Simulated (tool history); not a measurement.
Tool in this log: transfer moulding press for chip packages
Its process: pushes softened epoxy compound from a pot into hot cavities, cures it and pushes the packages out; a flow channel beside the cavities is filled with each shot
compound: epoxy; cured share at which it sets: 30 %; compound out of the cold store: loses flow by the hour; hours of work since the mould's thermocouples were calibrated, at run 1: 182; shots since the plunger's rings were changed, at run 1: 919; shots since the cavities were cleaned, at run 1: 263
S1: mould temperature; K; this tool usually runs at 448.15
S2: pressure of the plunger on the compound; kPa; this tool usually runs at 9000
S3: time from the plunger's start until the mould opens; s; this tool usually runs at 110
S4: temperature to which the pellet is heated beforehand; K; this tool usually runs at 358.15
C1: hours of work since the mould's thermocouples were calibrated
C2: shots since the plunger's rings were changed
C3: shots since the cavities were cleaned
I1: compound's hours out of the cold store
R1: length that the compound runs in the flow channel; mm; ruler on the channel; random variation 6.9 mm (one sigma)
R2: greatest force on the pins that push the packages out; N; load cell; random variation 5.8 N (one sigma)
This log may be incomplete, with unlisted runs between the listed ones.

run	hour	S1	S2	S3	S4	C1	C2	C3	I1	R1	R2
1	0	448.15	9000	110	358.15	182	919	263	34	766	349
2	10	448.15	9000	110	353.15	188	1022	366	29.1	784	377
3	16.8	448.15	9000	110	353.15	192	1091	435	39.1	755	403
4	25	448.15	9000	107	358.15	198	1176	520	43	732	433
5	30.6	448.15	9000	107	358.15	201	1234	578	48	729	431
6	40.4	448.15	9000	107	358.15	207	1334	678	43.7	737	448
# hour 48: cavities cleaned with cleaning compound and waxed
7	50.5	448.15	9000	107	358.15	213	1423	26	38	757	250
8	61.2	448.15	9000	107	358.15	219	1533	136	45.9	726	301
9	68.3	448.15	9000	107	358.15	224	1605	208	46.3	722	328
10	77.4	448.15	9000	107	358.15	229	1699	302	11.4	829	381
11	84.1	448.15	9000	107	358.15	233	1768	371	44.5	715	388
12	91.3	448.15	9000	107	358.15	238	1842	445	47.2	717	409
13	98.7	444.15	9000	110	358.15	243	1918	521	42.8	735	516
14	109.6	448.15	9000	110	358.15	249	2030	633	14.6	811	446
15	114.1	448.15	7650	110	358.15	252	2076	679	16.4	747	445
# hour 122.1: cavities cleaned with cleaning compound and waxed
16	124.9	448.15	7750	139	358.15	258	2171	27	8.4	774	206
17	134.1	448.15	7750	139	358.15	264	2266	122	18.5	746	239
18	141.8	448.15	10390	110	362.15	269	2346	202	28.1	817	330
19	146.7	448.15	9000	110	365.15	272	2396	252	10.3	812	346
20	156.6	448.15	10680	110	358.15	278	2498	354	28.9	824	385
21	163.8	448.15	10680	110	358.15	282	2572	428	24	839	397
22	168.7	448.15	10680	110	358.15	285	2622	478	23.9	842	421
23	174.1	448.15	10680	110	358.15	289	2677	533	10.8	874	442
24	183	448.15	10680	142	358.15	294	2769	625	42.3	778	371
25	192.2	448.15	8640	142	358.15	300	2864	720	34.8	740	369
# hour 195.8: cavities cleaned with cleaning compound and waxed
26	201.2	448.15	9000	115	367.15	305	2941	56	25.1	769	244
27	211.9	448.15	9000	115	350.15	311	3051	166	38.1	723	291
28	217.7	448.15	9000	115	350.15	315	3110	225	20.4	775	321
29	226.3	448.15	9000	115	350.15	320	3198	313	26.5	748	348

Branching from run 29: 4 alternative next runs. What would each branch give?
A	232.6	445.15	9000	101	355.15	324	3264	379	24.5	?	?
B	232.6	448.15	9590	110	358.15	324	3264	379	17.5	?	?
C	232.6	448.15	9000	101	350.15	324	3264	379	26.9	?	?
D	232.6	448.15	7140	110	358.15	324	3264	379	35.9	?	?

run	R1	R2
A	781	577
B	802	402
C	752	464
D	654	398
What these runs would have given with no unlogged condition in the tool:
run	R1	R2
A	836	312
B	859	223
C	806	253
D	700	222
